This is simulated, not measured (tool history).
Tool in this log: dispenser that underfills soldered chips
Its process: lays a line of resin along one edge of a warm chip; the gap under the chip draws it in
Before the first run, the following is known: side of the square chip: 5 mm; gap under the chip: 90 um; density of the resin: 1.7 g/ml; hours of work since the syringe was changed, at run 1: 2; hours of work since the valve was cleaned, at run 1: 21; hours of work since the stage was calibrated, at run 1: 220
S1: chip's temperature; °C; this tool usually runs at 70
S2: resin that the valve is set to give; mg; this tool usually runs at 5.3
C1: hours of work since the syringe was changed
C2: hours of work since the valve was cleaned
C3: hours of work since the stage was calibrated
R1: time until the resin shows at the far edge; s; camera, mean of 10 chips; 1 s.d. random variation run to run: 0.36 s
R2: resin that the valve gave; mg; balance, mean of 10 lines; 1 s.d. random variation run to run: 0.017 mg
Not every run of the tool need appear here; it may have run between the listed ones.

| run | day | S1 | S2 | C1 | C2 | C3 | R1 | R2 |
|---|---|---|---|---|---|---|---|---|
| 1 | 0 | 70 | 5.3 | 2 | 21 | 220 | 23.1 | 5.26 |
|  | 0.183 | new syringe of resin |
| 2 | 0.292 | 70 | 5.3 | 2 | 26 | 225 | 22.4 | 5.2 |
|  | 0.5 | new syringe of resin |
| 3 | 0.562 | 70 | 4.64 | 1 | 31 | 230 | 22.7 | 4.55 |
| 4 | 0.704 | 70 | 4.64 | 4 | 33 | 233 | 25 | 4.55 |
|  | 0.804 | new syringe of resin |
| 5 | 0.971 | 70 | 4.64 | 3 | 38 | 237 | 25.1 | 4.51 |
|  | 1.112 | new syringe of resin |
| 6 | 1.167 | 70 | 4.64 | 1 | 41 | 241 | 23.1 | 4.51 |
|  | 1.262 | dispensing valve cleaned and set on the balance |
|  | 1.462 | new syringe of resin |
| 7 | 1.471 | 70 | 5.6 | 0 | 4 | 245 | 21.4 | 5.57 |
| 8 | 1.671 | 70 | 5.6 | 4 | 7 | 249 | 23.7 | 5.55 |
|  | 1.783 | new syringe of resin |
| 9 | 1.85 | 70 | 5.3 | 1 | 10 | 252 | 22.7 | 5.28 |
| 10 | 2 | 70 | 5.3 | 4 | 13 | 255 | 23.5 | 5.26 |
|  | 2.104 | new syringe of resin |
| 11 | 2.212 | 58 | 6.35 | 2 | 17 | 258 | 34.5 | 6.3 |
|  | 2.433 | new syringe of resin |
| 12 | 2.533 | 58 | 6.35 | 2 | 22 | 264 | 32.2 | 6.27 |
|  | 2.754 | new syringe of resin |
| 13 | 2.754 | 65 | 6.27 | 0 | 26 | 268 | 23.8 | 6.16 |
| 14 | 2.888 | 65 | 6.45 | 2 | 28 | 270 | 25.7 | 6.33 |
|  | 3.062 | new syringe of resin |
| 15 | 3.175 | 65 | 6.45 | 2 | 34 | 275 | 26.6 | 6.28 |
|  | 3.388 | new syringe of resin |
| 16 | 3.388 | 65 | 5.7 | 0 | 37 | 279 | 25.3 | 5.57 |
|  | 3.692 | dispensing valve cleaned and set on the balance |
| 17 | 3.704 | 65 | 5.7 | 5 | 0 | 284 | 29.2 | 5.7 |
|  | 3.733 | new syringe of resin |
| 18 | 3.979 | 61 | 4.7 | 4 | 5 | 289 | 35.2 | 4.67 |
|  | 4.062 | new syringe of resin |
| 19 | 4.192 | 70 | 5.3 | 2 | 9 | 292 | 23.1 | 5.28 |
|  | 4.379 | new syringe of resin |
| 20 | 4.45 | 58 | 5.3 | 1 | 13 | 297 | 33.6 | 5.25 |

For each run, the measured value with the value that run would have given without the tool's hidden condition subtracted. The run-to-run variation is shared by both, the gauge scatter possibly not:
Hidden state present: resin's viscosity, % of fresh resin's; dose that the valve gives, % of what is set; true chip temperature over the reading, C; drift of the gauge itself on fill_s, %; drift of the gauge itself on given_mg, %.
| run | R1 | R2 |
|---|---|---|
| 1 | +2.7 | -0.08 |
| 2 | +2.9 | -0.1 |
| 3 | +2.1 | -0.1 |
| 4 | +4.1 | -0.11 |
| 5 | +4.1 | -0.13 |
| 6 | +2.5 | -0.14 |
| 7 | +1.2 | -0.01 |
| 8 | +3.9 | -0.02 |
| 9 | +2 | -0.04 |
| 10 | +3.9 | -0.04 |
| 11 | +4.6 | -0.07 |
| 12 | +3.4 | -0.1 |
| 13 | +1.3 | -0.11 |
| 14 | +3.1 | -0.14 |
| 15 | +3.5 | -0.16 |
| 16 | +1.6 | -0.15 |
| 17 | +5.8 | +0 |
| 18 | +6.8 | -0.02 |
| 19 | +3.2 | -0.03 |
| 20 | +3.6 | -0.06 |
